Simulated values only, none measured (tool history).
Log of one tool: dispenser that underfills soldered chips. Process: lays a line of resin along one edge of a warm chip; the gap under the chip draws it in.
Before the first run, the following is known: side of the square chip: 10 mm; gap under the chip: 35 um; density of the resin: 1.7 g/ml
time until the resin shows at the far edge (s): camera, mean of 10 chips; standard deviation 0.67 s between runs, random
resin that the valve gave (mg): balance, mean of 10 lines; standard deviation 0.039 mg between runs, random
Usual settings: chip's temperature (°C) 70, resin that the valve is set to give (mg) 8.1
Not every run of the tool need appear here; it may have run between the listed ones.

| run | day | chip's temperature (°C) | resin that the valve is set to give (mg) | time until the resin shows at the far edge (s) | resin that the valve gave (mg) |
|---|---|---|---|---|---|
| 1 | 0 | 70 | 8.1 | 55.6 | 7.82 |
|  | 0.45 | new syringe of resin |
| 2 | 0.471 | 70 | 8.1 | 56.3 | 7.73 |
| 3 | 0.804 | 70 | 8.1 | 77.9 | 7.73 |
|  | 0.9 | new syringe of resin |
| 4 | 1.296 | 70 | 8.1 | 80.5 | 7.62 |
|  | 1.379 | new syringe of resin |
|  | 1.842 | new syringe of resin |
| 5 | 1.883 | 65 | 8.1 | 69.9 | 7.51 |
|  | 2.296 | new syringe of resin |
| 6 | 2.325 | 65 | 8.27 | 70 | 7.71 |
| 7 | 2.675 | 65 | 8.27 | 95.8 | 7.56 |
|  | 2.742 | new syringe of resin |
|  | 2.833 | dispensing valve cleaned and set on the balance |
| 8 | 3.075 | 70 | 8.1 | 70.4 | 7.97 |
|  | 3.238 | new syringe of resin |
| 9 | 3.492 | 70 | 8.1 | 69.7 | 7.98 |
|  | 3.683 | new syringe of resin |
| 10 | 3.858 | 70 | 8.1 | 61.9 | 7.98 |
|  | 4.154 | new syringe of resin |
| 11 | 4.196 | 63 | 9.01 | 75.7 | 8.8 |
| 12 | 4.517 | 63 | 9.01 | 102.3 | 8.77 |
|  | 4.604 | new syringe of resin |
| 13 | 5.004 | 60 | 8.41 | 120 | 8.1 |
|  | 5.067 | new syringe of resin |
| 14 | 5.321 | 55 | 7.94 | 134 | 7.51 |
|  | 5.525 | new syringe of resin |
| 15 | 5.633 | 55 | 7.94 | 117.5 | 7.54 |
|  | 5.983 | new syringe of resin |
| 16 | 6.162 | 85 | 8.02 | 35.3 | 7.52 |
|  | 6.433 | new syringe of resin |
| 17 | 6.438 | 66 | 7.54 | 67.3 | 7.03 |
| 18 | 6.808 | 80 | 8.9 | 50.2 | 8.3 |
|  | 6.888 | new syringe of resin |
| 19 | 7.267 | 70 | 7.16 | 82.1 | 6.63 |
|  | 7.329 | new syringe of resin |
|  | 7.558 | dispensing valve cleaned and set on the balance |
|  | 7.808 | new syringe of resin |
| 20 | 7.904 | 61 | 7.74 | 86.1 | 7.68 |

For each run, the measured value with the value that run would have given without the tool's hidden condition subtracted. The run-to-run variation is shared by both, the gauge scatter possibly not:
What the log doesn't record here: resin's viscosity, % of fresh resin's; dose that the valve gives, % of what is set; true chip temperature over the reading, C; drift of the gauge itself on fill_s, %; drift of the gauge itself on given_mg, %.
| run | time until the resin shows at the far edge (s) | resin that the valve gave (mg) |
|---|---|---|
| 1 | -3.6 | -0.27 |
| 2 | -2.8 | -0.34 |
| 3 | +18.5 | -0.39 |
| 4 | +21.7 | -0.46 |
| 5 | -3.6 | -0.54 |
| 6 | -5.5 | -0.62 |
| 7 | +22 | -0.67 |
| 8 | +10.5 | -0.04 |
| 9 | +9.2 | -0.11 |
| 10 | +4 | -0.16 |
| 11 | -4 | -0.23 |
| 12 | +23.2 | -0.28 |
| 13 | +29.6 | -0.33 |
| 14 | +17.5 | -0.35 |
| 15 | -0.7 | -0.4 |
| 16 | +2.8 | -0.48 |
| 17 | -5.7 | -0.49 |
| 18 | +12.1 | -0.64 |
| 19 | +20.5 | -0.57 |
| 20 | -3 | -0.04 |

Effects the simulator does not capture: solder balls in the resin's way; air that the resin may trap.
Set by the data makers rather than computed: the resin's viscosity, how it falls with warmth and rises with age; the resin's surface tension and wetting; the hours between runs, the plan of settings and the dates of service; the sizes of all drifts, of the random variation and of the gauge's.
